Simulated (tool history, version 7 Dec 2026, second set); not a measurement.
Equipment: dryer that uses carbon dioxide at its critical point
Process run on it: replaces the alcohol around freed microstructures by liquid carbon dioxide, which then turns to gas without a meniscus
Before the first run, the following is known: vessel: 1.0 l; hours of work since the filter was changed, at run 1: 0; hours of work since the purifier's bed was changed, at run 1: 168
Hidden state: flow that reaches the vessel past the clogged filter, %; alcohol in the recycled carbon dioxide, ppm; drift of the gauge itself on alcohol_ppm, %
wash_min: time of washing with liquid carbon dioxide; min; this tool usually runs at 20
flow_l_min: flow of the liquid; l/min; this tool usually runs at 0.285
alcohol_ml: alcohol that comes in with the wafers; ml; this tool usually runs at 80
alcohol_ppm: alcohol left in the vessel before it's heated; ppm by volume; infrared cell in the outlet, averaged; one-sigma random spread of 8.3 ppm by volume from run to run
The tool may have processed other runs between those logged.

run	hour	wash_min	flow_l_min	alcohol_ml	hours of work since the filter was changed	hours of work since the purifier's bed was changed	alcohol_ppm
1	0.0	20	0.285	80	0	168	499
2	36.4	20	0.285	80	28	196	517
3	56.8	20	0.285	80	44	212	539
4	103.8	20	0.285	80	81	249	541
5	142.4	18	0.285	80	111	279	867
6	186.0	20	0.285	80	145	313	573
7	232.8	20	0.285	80	181	349	587
8	252.7	29	0.285	80	197	365	165
9	287.2	29	0.285	80	224	391	185
10	307.5	20	0.285	80	240	407	647
11	342.9	24	0.285	80	267	435	314
12	380.0	20	0.285	80	296	464	680
13	412.2	20	0.285	80	321	489	680
14	436.2	20	0.285	33	340	508	365
15	467.9	20	0.285	33	365	532	387
16	506.9	16	0.285	80	395	563	1630
17	526.8	16	0.285	80	411	578	1736
18	553.4	16	0.285	80	431	599	1670
19	577.7	16	0.285	80	450	618	1758
20	612.5	20	0.285	34	477	645	452
21	643.8	20	0.285	34	502	669	454
# hour 661.7: inlet filter changed
22	672.0	20	0.285	34	8	691	406
23	696.4	20	0.285	34	27	710	417
24	724.1	22	0.285	113	49	731	613
25	762.8	12	0.285	80	79	761	3943
26	799.1	12	0.285	115	107	790	5607
27	841.7	12	0.285	115	140	823	5521
28	889.4	12	0.285	115	177	860	5741
29	928.1	20	0.189	93	208	890	3467
30	965.9	29	0.458	43	237	920	282
31	1004.8	20	0.293	42	267	950	522
32	1050.7	16	0.193	30	303	986	2263
# hour 1058.0: purifier's bed changed
33	1099.6	23	0.332	107	339	32	147
34	1122.9	14	0.445	107	357	51	498
35	1163.4	20	0.421	80	389	82	87
36	1201.4	16	0.285	48	418	112	921
37	1242.2	16	0.285	48	450	144	976
38	1265.7	20	0.316	80	468	162	395
39	1291.8	20	0.303	80	489	182	495
40	1313.6	14	0.225	27	506	199	1868
# hour 1328.0: inlet filter changed
41	1341.3	18	0.238	27	10	220	614
42	1361.4	18	0.238	27	26	236	622
43	1388.1	20	0.285	54	47	256	388
44	1410.3	20	0.285	54	64	274	408

Predict each of these 5 candidate next runs independently; none follows another, all start after run 44:
A	1450.2	14	0.185	21	95	305	?
B	1450.2	17	0.272	29	95	305	?
C	1450.2	19	0.225	80	95	305	?
D	1450.2	20	0.251	23	95	305	?
E	1450.2	13	0.285	80	95	305	?

run	alcohol_ppm
A	2115
B	547
C	1794
D	343
E	2949
With no hidden state in the tool, these same runs would have given:
run	alcohol_ppm
A	1972
B	434
C	1632
D	240
E	2754

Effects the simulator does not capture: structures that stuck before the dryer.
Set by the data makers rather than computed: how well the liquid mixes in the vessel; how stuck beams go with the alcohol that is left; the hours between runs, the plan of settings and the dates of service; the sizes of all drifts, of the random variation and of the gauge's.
